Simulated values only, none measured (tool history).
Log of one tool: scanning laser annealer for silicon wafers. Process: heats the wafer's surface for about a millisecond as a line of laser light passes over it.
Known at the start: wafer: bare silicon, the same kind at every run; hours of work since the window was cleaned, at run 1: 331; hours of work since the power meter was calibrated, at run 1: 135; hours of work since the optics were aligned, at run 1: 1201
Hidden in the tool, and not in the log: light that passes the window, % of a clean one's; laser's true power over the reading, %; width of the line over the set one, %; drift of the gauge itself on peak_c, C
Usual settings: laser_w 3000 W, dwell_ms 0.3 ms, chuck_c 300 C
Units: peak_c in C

run	hour	laser_w	dwell_ms	chuck_c	hours of work since the window was cleaned	hours of work since the power meter was calibrated	hours of work since the optics were aligned	peak_c
1	0	3000	0.3	300	331	135	1201	1013
2	5.5	3000	0.3	300	334	137	1203	1008
3	11.2	3000	0.3	300	336	139	1206	1012
4	15.7	2940	0.3	300	338	141	1208	1000
5	21.3	2940	0.3	300	340	144	1210	1000
6	27.7	2940	0.3	300	343	147	1213	1000
7	37	2940	0.3	300	347	151	1217	999
8	46.6	2940	0.3	300	351	155	1221	998
9	52	2940	0.3	300	354	157	1223	999
10	57.4	3000	0.3	300	356	159	1226	1013
11	64.5	2785	0.3	300	359	163	1229	964
12	69.1	2785	0.3	300	361	165	1231	962
13	75.9	2785	0.3	300	364	167	1234	965
14	84.1	3000	0.3	300	368	171	1237	1011
15	88.5	3000	0.3	300	370	173	1239	1013
16	97.6	3000	0.3	300	373	177	1243	1013
17	104.9	3000	0.3	300	377	180	1246	1011
18	111.8	3000	0.3	300	380	183	1249	1009
19	121.6	3000	0.3	300	384	187	1254	1009
20	127.4	3000	0.3	300	386	190	1256	1011
21	133.1	3000	0.3	300	389	192	1259	1010
22	139.4	2712	0.3	300	392	195	1261	946
23	145.5	2794	0.214	300	394	198	1264	851
24	154.6	3000	0.351	295	398	202	1268	1071
25	164.6	3000	0.264	284	403	206	1272	943
26	174.6	3000	0.264	284	407	210	1277	946
27	182.9	3147	0.237	300	411	214	1280	950
28	191.7	2671	0.237	300	414	218	1284	858
29	200.3	2671	0.237	300	418	221	1288	856
30	208.2	2887	0.23	279	421	225	1291	868
31	216.5	2931	0.283	274	425	228	1295	947
32	225.1	2595	0.281	336	429	232	1299	936
33	233.4	3000	0.359	283	432	236	1302	1070
# hour 241.7: optics aligned, line set to its width
34	247.2	3000	0.359	283	436	240	2	1079
35	254.4	2828	0.275	282	439	243	6	933
36	260.9	3000	0.242	278	442	246	8	913
37	266.7	2554	0.242	261	445	248	11	807
38	271.4	3000	0.346	300	447	250	13	1076
39	276.4	2901	0.3	321	449	252	15	1016
40	282.1	2901	0.3	321	451	255	18	1019
41	291.8	2901	0.3	321	456	259	22	1018

4 ways to go on from here, each from the tool as it stands after run 41. What would each give?
A	297.9	3134	0.353	321	458	262	24	?
B	297.9	3012	0.314	337	458	262	24	?
C	297.9	2700	0.296	309	458	262	24	?
D	297.9	2901	0.3	276	458	262	24	?

run	peak_c
A	1141
B	1074
C	957
D	970
Without the tool's hidden state the same runs would have given:
run	peak_c
A	1158
B	1090
C	970
D	985
